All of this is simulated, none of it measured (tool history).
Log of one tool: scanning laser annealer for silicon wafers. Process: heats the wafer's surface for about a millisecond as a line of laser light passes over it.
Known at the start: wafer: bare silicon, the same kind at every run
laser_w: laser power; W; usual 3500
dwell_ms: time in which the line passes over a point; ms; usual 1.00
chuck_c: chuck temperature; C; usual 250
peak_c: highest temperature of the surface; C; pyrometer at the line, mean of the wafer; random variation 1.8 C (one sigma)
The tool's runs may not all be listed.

run,hour,laser_w,dwell_ms,chuck_c,peak_c
1,0.0,3500,1.00,250,930
2,15.2,3500,1.00,250,928
3,30.0,3500,1.00,250,931
4,57.4,3500,1.00,250,927
5,71.4,3164,1.00,250,846
6,93.3,3164,1.00,250,845
7,119.1,3500,1.00,250,925
8,144.6,3500,1.00,250,926
9,165.8,3500,1.00,250,923
10,189.6,3500,1.00,250,925
# hour 212.7: window over the wafer cleaned
11,218.3,3500,1.00,250,949
12,234.3,3500,1.00,250,947
13,247.4,3500,0.98,250,934
14,262.6,3500,0.98,237,923
15,282.3,3500,0.98,237,921
16,297.4,3500,1.00,250,945
17,315.8,3500,0.92,250,908
18,332.9,3500,1.00,250,940
19,347.6,3500,1.00,250,938
20,364.7,3500,1.00,288,975
21,390.9,3500,1.00,288,976
22,416.1,3470,1.16,269,1007
23,432.3,3587,1.00,247,956
24,460.3,3500,1.00,252,938
25,472.2,3500,1.00,252,939
26,487.2,3500,1.00,252,936
27,501.9,3155,0.85,214,755
28,523.8,3155,0.96,224,808
29,543.7,3406,1.03,212,881
30,558.2,3406,1.18,219,941
31,576.4,3197,1.09,218,853
32,594.2,3197,1.09,218,852
33,611.8,3147,0.89,218,767
34,623.2,3147,0.89,218,767
35,647.4,3323,1.19,250,951
36,662.5,3396,1.19,250,968
37,682.1,3770,1.03,250,1006
38,694.3,3568,0.94,259,922
39,717.0,3568,0.94,259,917
40,731.2,3375,0.99,244,883
41,752.3,3375,0.99,244,879

Forecast each of these 4 alternatives for the next run:
# hour 767.5: optics aligned, line set to its width
A,785.0,3096,1.00,250,?
# hour 767.5: optics aligned, line set to its width
B,785.0,3349,0.96,244,?
# hour 767.5: optics aligned, line set to its width
C,785.0,3375,0.99,279,?
# hour 767.5: optics aligned, line set to its width
D,785.0,3500,1.00,289,?

run,peak_c
A,825
B,866
C,918
D,964
Without the tool's hidden state the same runs would have given:
run,peak_c
A,852
B,894
C,948
D,995
